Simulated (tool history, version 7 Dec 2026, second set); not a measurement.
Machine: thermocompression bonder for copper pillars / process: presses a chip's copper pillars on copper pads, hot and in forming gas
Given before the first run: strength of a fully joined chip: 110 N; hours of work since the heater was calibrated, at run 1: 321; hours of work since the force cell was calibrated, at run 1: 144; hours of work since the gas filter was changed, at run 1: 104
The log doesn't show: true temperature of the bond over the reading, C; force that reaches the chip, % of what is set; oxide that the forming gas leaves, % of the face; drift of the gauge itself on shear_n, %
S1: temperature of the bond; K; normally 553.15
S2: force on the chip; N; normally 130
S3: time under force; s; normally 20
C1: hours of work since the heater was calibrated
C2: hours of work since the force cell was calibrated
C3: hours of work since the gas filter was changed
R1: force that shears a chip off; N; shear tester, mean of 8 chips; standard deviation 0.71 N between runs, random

| run | hour | S1 | S2 | S3 | C1 | C2 | C3 | R1 |
|---|---|---|---|---|---|---|---|---|
| 1 | 0.0 | 553.15 | 130 | 20 | 321 | 144 | 104 | 46.7 |
| 2 | 14.8 | 553.15 | 130 | 20 | 331 | 154 | 114 | 47.2 |
| 3 | 23.5 | 553.15 | 130 | 20 | 337 | 160 | 120 | 47.2 |
| 4 | 36.8 | 553.15 | 130 | 20 | 346 | 169 | 129 | 46.9 |
| 5 | 47.6 | 582.15 | 130 | 20 | 353 | 176 | 136 | 61.4 |
| 6 | 60.4 | 582.15 | 130 | 20 | 362 | 184 | 144 | 63.5 |
| 7 | 74.8 | 553.15 | 130 | 17 | 371 | 194 | 154 | 44.3 |
| 8 | 84.9 | 553.15 | 130 | 14 | 378 | 201 | 161 | 39.4 |
| 9 | 97.2 | 553.15 | 130 | 14 | 386 | 209 | 169 | 40.6 |
| 10 | 108.5 | 550.15 | 130 | 20 | 394 | 216 | 176 | 44.5 |
| 11 | 124.6 | 550.15 | 130 | 20 | 405 | 227 | 187 | 45.3 |
| 12 | 133.3 | 553.15 | 130 | 20 | 410 | 233 | 193 | 46.8 |
| 13 | 147.0 | 552.15 | 130 | 20 | 420 | 242 | 202 | 46.1 |
| 14 | 158.1 | 552.15 | 130 | 20 | 427 | 250 | 210 | 45.1 |
| 15 | 168.2 | 552.15 | 130 | 20 | 434 | 256 | 216 | 45.4 |
| 16 | 178.9 | 552.15 | 130 | 20 | 441 | 263 | 223 | 45.5 |
| 17 | 190.2 | 553.15 | 107 | 20 | 448 | 271 | 231 | 40.3 |
| 18 | 199.3 | 553.15 | 130 | 20 | 455 | 277 | 237 | 45.8 |
| 19 | 213.0 | 553.15 | 181 | 20 | 464 | 286 | 246 | 54.5 |
|  | 215.6 | force cell calibrated |
| 20 | 227.1 | 553.15 | 181 | 20 | 472 | 8 | 255 | 53.3 |
| 21 | 240.5 | 555.15 | 151 | 20 | 481 | 17 | 264 | 49.9 |
| 22 | 249.0 | 541.15 | 130 | 20 | 487 | 22 | 269 | 38.6 |
| 23 | 257.0 | 580.15 | 167 | 20 | 492 | 28 | 275 | 67.4 |
|  | 263.0 | force cell calibrated, once more |
| 24 | 265.2 | 580.15 | 167 | 20 | 497 | 1 | 279 | 68.5 |
| 25 | 275.3 | 580.15 | 167 | 20 | 503 | 8 | 286 | 69.3 |
| 26 | 285.9 | 580.15 | 167 | 20 | 510 | 15 | 293 | 66.9 |
| 27 | 293.0 | 546.15 | 78 | 20 | 515 | 20 | 298 | 29.3 |
|  | 302.2 | forming gas filter changed |
| 28 | 308.7 | 553.15 | 118 | 26 | 525 | 30 | 4 | 48.9 |
| 29 | 317.0 | 567.15 | 85 | 15 | 531 | 36 | 10 | 39.3 |
| 30 | 327.5 | 567.15 | 85 | 15 | 538 | 43 | 17 | 39.3 |
| 31 | 334.2 | 564.15 | 119 | 26 | 542 | 47 | 21 | 56.0 |
| 32 | 349.7 | 565.15 | 122 | 35 | 553 | 58 | 32 | 62.7 |
| 33 | 365.5 | 525.15 | 138 | 55 | 563 | 68 | 42 | 49.4 |
| 34 | 376.9 | 553.15 | 130 | 25 | 571 | 76 | 50 | 51.0 |
| 35 | 387.9 | 569.15 | 130 | 25 | 578 | 83 | 57 | 60.6 |
| 36 | 395.2 | 535.15 | 130 | 20 | 583 | 88 | 62 | 36.3 |
| 37 | 402.7 | 562.15 | 81 | 20 | 588 | 93 | 67 | 38.9 |
| 38 | 414.8 | 562.15 | 81 | 20 | 596 | 101 | 75 | 38.1 |
| 39 | 424.8 | 553.15 | 191 | 15 | 603 | 108 | 82 | 52.3 |
| 40 | 438.7 | 553.15 | 191 | 15 | 612 | 117 | 91 | 51.5 |

Pick out some run-to-run changes in R1. Of each, how much would a tool without hidden state show as well, from the settings, what came in and chance, and how much is left for the hidden state and any gauge scatter not in both results compared?
Run 22 -> 23: S1 541.15 -> 580.15, S2 130 -> 167. R1 +28.8 N: hidden state -1.9, all else +30.7.
Run 26 -> 27: S1 580.15 -> 546.15, S2 167 -> 78. R1 -37.6 N: hidden state +2.9, all else -40.5.
Run 35 -> 36: S1 569.15 -> 535.15, S3 25 -> 20. R1 -24.3 N: hidden state +0.6, all else -24.9.
Run 38 -> 39: S1 562.15 -> 553.15, S2 81 -> 191, S3 20 -> 15. R1 +14.2 N: hidden state -1.0, all else +15.2.
